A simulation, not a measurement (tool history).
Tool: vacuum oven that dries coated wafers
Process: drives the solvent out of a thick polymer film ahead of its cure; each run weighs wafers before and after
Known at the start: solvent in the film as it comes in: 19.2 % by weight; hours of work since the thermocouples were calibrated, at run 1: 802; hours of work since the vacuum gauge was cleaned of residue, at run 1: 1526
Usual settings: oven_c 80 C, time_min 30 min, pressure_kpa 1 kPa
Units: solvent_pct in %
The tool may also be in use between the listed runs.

run,hour,oven_c,time_min,pressure_kpa,hours of work since the thermocouples were calibrated,hours of work since the vacuum gauge was cleaned of residue,solvent_pct
1,0,80,30,1,802,1526,2.93
2,106.2,80,30,1,886,1611,2.91
# hour 151.2: vacuum gauge cleaned of residue and calibrated
3,171.8,80,30,1,937,16,2.52
4,257.1,80,30,1,1005,84,2.51
5,350.4,80,30,1,1080,159,2.49
6,484.7,80,30,3.7,1187,265,5.54
7,599.7,80,30,3.7,1278,357,5.48
# hour 670.6: oven's thermocouples calibrated
8,697.3,68,30,1,21,433,8.15
9,762.9,68,30,1,73,485,8.15
10,865.5,71,30,1.18,155,567,7.08
11,940.9,71,19,1.02,215,627,9.03
12,1045.6,71,19,1.02,299,710,9.01
13,1118.3,80,30,0.69,356,768,2.65
14,1245.7,80,26,0.81,458,870,3.29
15,1320.5,80,26,0.81,517,929,3.33
16,1433.5,80,26,0.81,607,1019,3.34

Forecast each of these 4 alternatives for the next run:
A,1552.5,95,30,0.57,702,1114,?
B,1552.5,93,26,1.77,702,1114,?
C,1552.5,83,18,1,702,1114,?
D,1552.5,88,44,1,702,1114,?

run,solvent_pct
A,0.58
B,1.64
C,3.95
D,1.12
Without the tool's hidden state the same runs would have given:
run,solvent_pct
A,0.42
B,1.51
C,3.94
D,0.93
